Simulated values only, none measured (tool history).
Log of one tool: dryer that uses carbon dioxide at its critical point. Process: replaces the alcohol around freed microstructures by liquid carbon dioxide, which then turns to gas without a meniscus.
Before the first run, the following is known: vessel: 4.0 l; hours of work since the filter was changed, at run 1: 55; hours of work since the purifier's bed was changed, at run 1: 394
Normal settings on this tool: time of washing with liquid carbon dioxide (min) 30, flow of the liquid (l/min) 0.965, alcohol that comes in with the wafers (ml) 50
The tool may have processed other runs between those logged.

run    hour  time of washing with liquid carbon dioxide (min)  flow of the liquid (l/min)  alcohol that comes in with the wafers (ml)  hours of work since the filter was changed  hours of work since the purifier's bed was changed  alcohol left in the vessel before it's heated (ppm by volume)
  1     0.0                                                30                       0.965                                          50                                          55                                                 394                                                            157
  2    31.3                                                30                       0.905                                          50                                          74                                                 412                                                            180
  3    71.2                                                30                       0.736                                          50                                          98                                                 436                                                            250
  4    94.1                                                30                       0.965                                          34                                         111                                                 450                                                            177
  5   128.1                                                30                       0.965                                          34                                         132                                                 470                                                            191
  6   158.4                                                30                       0.965                                          50                                         150                                                 489                                                            195
  7   199.3                                                30                       0.965                                          50                                         174                                                 513                                                            218
  8   239.8                                                30                       0.965                                          50                                         199                                                 537                                                            240
  9   260.4                                                30                       0.965                                          40                                         211                                                 550                                                            224
 10   298.4                                                30                       0.965                                          54                                         234                                                 572                                                            243
 11   339.0                                                30                       0.965                                          54                                         258                                                 597                                                            248
 12   366.9                                                30                       1.073                                          50                                         275                                                 613                                                            244
 13   391.3                                                30                       1.073                                          59                                         289                                                 628                                                            254
 14   409.5                                                20                       0.965                                          50                                         300                                                 639                                                            423
 15   447.5                                                30                       0.965                                          50                                         323                                                 662                                                            271
 16   474.4                                                30                       0.965                                          50                                         339                                                 678                                                            277
 17   502.7                                                30                       0.965                                          50                                         356                                                 695                                                            294
 18   537.4                                                30                       0.965                                          50                                         377                                                 715                                                            286
      572.6  -- purifier's bed changed
 19   579.9                                                30                       0.965                                          50                                         400                                                   4                                                             39
 20   604.5                                                30                       0.965                                          50                                         415                                                  19                                                             34
 21   621.8                                                30                       0.965                                          50                                         425                                                  29                                                             52
 22   646.5                                                19                       0.965                                          38                                         440                                                  44                                                            223
 23   669.5                                                40                       0.902                                          80                                         454                                                  58                                                             41
 24   689.9                                                30                       0.965                                          23                                         466                                                  70                                                             48
 25   723.4                                                24                       0.965                                          50                                         486                                                  90                                                            132
 26   761.5                                                38                       0.796                                          50                                         509                                                 113                                                             69
 27   779.5                                                38                       0.965                                          50                                         520                                                 124                                                             56
      789.8  -- inlet filter changed
 28   799.0                                                42                       1.396                                          24                                           6                                                 135                                                             54
 29   831.7                                                42                       1.396                                          24                                          25                                                 154                                                             61
 30   854.5                                                21                       0.605                                          24                                          39                                                 168                                                            391
 31   880.7                                                26                       0.643                                          50                                          54                                                 184                                                            352
 32   903.1                                                30                       1.058                                          50                                          68                                                 197                                                             97
 33   945.4                                                30                       1.058                                         111                                          93                                                 223                                                            112
 34   984.0                                                30                       1.058                                         111                                         116                                                 246                                                            121
 35  1011.1                                                24                       0.678                                          84                                         132                                                 262                                                            647
 36  1034.2                                                43                       1.360                                          26                                         146                                                 276                                                            101
 37  1051.5                                                34                       1.164                                          50                                         157                                                 286                                                            106

Hidden condition of the tool, last listed run before each entry between runs versus first listed run after:
Run 18 -> run 19: purifier's bed changed (hour 572.6)
  flow that reaches the vessel past the clogged filter, %: 92.4 -> 92; alcohol in the recycled carbon dioxide, ppm: 267.8 -> 9.1
  measured less the result without the state, alcohol left in the vessel before it's heated (ppm by volume): +267 -> +16
Run 27 -> run 28: inlet filter changed (hour 789.8)
  flow that reaches the vessel past the clogged filter, %: 89.6 -> 99.5; alcohol in the recycled carbon dioxide, ppm: 52.5 -> 56.6
  measured less the result without the state, alcohol left in the vessel before it's heated (ppm by volume): +51 -> +51
